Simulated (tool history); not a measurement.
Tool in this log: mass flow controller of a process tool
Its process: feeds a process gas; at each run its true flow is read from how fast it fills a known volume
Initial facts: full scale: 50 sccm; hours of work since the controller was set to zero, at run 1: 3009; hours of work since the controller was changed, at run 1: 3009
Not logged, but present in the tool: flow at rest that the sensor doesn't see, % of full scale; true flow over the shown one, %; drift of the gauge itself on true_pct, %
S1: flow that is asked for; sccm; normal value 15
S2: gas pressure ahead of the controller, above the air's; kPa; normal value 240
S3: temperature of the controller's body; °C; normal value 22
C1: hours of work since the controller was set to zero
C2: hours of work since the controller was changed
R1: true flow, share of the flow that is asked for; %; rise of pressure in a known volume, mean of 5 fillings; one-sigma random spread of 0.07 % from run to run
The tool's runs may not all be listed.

run,hour,S1,S2,S3,C1,C2,R1
1,0.0,15,240,22,3009,3009,98.87
2,170.2,15,240,22,3128,3128,98.80
3,347.4,15,240,22,3251,3251,98.79
4,513.3,15,170,22,3367,3367,99.01
5,631.8,15,170,22,3449,3449,99.00
6,835.7,15,240,22,3591,3591,98.77
7,1087.3,10,240,22,3767,3767,98.69
8,1354.0,10,240,22,3953,3953,98.78
9,1477.2,10,240,22,4038,4038,98.59
10,1724.3,10,240,22,4211,4211,98.70
11,1915.2,10,240,22,4344,4344,98.78
12,2188.7,10,240,22,4534,4534,98.64
13,2399.6,10,240,22,4681,4681,98.81
14,2662.4,6,240,22,4864,4864,98.45
15,2874.9,6,240,22,5012,5012,98.61
16,2994.0,6,240,22,5095,5095,98.58
17,3226.2,15,240,28,5257,5257,98.72
18,3483.1,19,240,22,5436,5436,98.92
19,3728.3,19,240,22,5607,5607,99.03
20,3997.8,23,244,29,5795,5795,98.79
21,4277.8,23,244,36,5990,5990,98.46
22,4494.1,41,177,34,6141,6141,99.51
# hour 4536.0: controller's zero set anew
23,4688.8,36,144,22,106,6276,99.68
24,4919.0,12,187,22,267,6437,98.93
25,5146.0,8,250,35,425,6595,98.00
26,5288.4,8,250,35,524,6694,98.10
27,5464.9,16,276,27,647,6817,98.55
28,5651.5,11,276,27,777,6947,98.33
29,5828.1,29,240,33,900,7070,98.83
30,6095.2,7,162,28,1087,7256,98.35
# hour 6188.7: controller exchanged for a calibrated one
31,6346.2,7,162,28,110,110,98.49
32,6470.0,15,269,22,196,196,98.76
33,6705.7,15,145,21,360,360,99.07
34,6858.7,44,180,25,467,467,99.84
35,6999.1,44,180,25,565,565,99.77
36,7123.5,34,245,28,651,651,99.15

Run 37 has not been measured yet. What should we expect?
37,7273.6,23,240,30,756,756,?

Run 37 produced R1 98.74 %.
On a tool with no hidden condition, and with the same random variation, this run would have come out at R1 98.74 %.
